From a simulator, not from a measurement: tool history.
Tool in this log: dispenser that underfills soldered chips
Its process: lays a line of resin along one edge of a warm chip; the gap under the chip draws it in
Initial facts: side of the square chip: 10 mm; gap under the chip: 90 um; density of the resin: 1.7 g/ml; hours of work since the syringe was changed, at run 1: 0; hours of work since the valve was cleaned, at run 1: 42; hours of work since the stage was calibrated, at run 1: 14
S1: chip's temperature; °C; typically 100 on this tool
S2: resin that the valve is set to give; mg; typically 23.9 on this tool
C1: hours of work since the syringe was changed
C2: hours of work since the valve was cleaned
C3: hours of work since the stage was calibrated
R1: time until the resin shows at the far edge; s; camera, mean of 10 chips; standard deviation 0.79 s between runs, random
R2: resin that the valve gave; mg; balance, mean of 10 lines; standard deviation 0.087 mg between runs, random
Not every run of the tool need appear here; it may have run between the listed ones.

run,hour,S1,S2,C1,C2,C3,R1,R2
1,0.0,100,23.9,0,42,14,73.5,23.18
2,6.9,100,23.9,5,47,19,98.2,23.23
3,12.5,114,23.9,9,51,23,66.8,23.23
# hour 16.5: new syringe of resin
4,18.6,114,23.9,2,56,27,42.8,22.96
5,26.9,114,23.9,8,62,33,61.1,22.97
# hour 33.0: new syringe of resin
6,33.3,114,23.9,0,66,38,39.8,23.00
7,38.2,114,23.9,4,70,42,50.0,23.01
8,46.5,114,23.9,10,76,48,70.4,22.74
# hour 49.8: new syringe of resin
9,53.1,100,23.9,2,81,52,83.2,22.62
10,59.6,100,23.9,7,86,57,112.4,22.59
11,64.4,100,23.9,11,89,61,137.0,22.54
# hour 66.2: new syringe of resin
12,71.6,100,23.9,4,94,66,91.2,22.53
13,76.1,95,23.9,7,97,69,138.2,22.56
14,81.8,96,30.1,11,102,73,164.2,28.17
# hour 82.8: new syringe of resin
15,86.1,104,23.9,2,105,76,71.4,22.33
# hour 89.0: dispensing valve cleaned and set on the balance
16,94.9,111,21.2,8,4,82,73.5,20.98
# hour 100.7: new syringe of resin
17,103.7,110,28.5,2,11,88,51.6,28.30
18,111.5,109,23.7,8,16,94,74.5,23.36
# hour 117.4: new syringe of resin
19,118.2,93,22.1,1,21,99,104.9,21.73
20,123.8,91,23.4,5,25,103,146.7,23.09
21,127.9,91,23.4,8,28,106,175.4,22.86
# hour 134.5: new syringe of resin
22,135.9,112,23.2,1,34,112,46.7,22.68
23,144.4,110,21.6,7,40,118,72.4,21.04
24,150.1,99,23.6,12,44,122,146.0,22.99
# hour 151.6: new syringe of resin
25,157.2,99,23.6,4,49,127,97.9,22.88

3 options for the next run, each taken on its own from the tool as it stands now. Forecast them:
A,164.2,90,26.1,9,55,132,?,?
B,164.2,97,23.3,9,55,132,?,?
C,164.2,112,21.9,9,55,132,?,?

run,R1,R2
A,195.0,25.32
B,144.0,22.44
C,74.2,21.30
What these runs would have given with no unlogged condition in the tool:
run,R1,R2
A,114.5,26.21
B,84.2,23.24
C,43.4,22.04
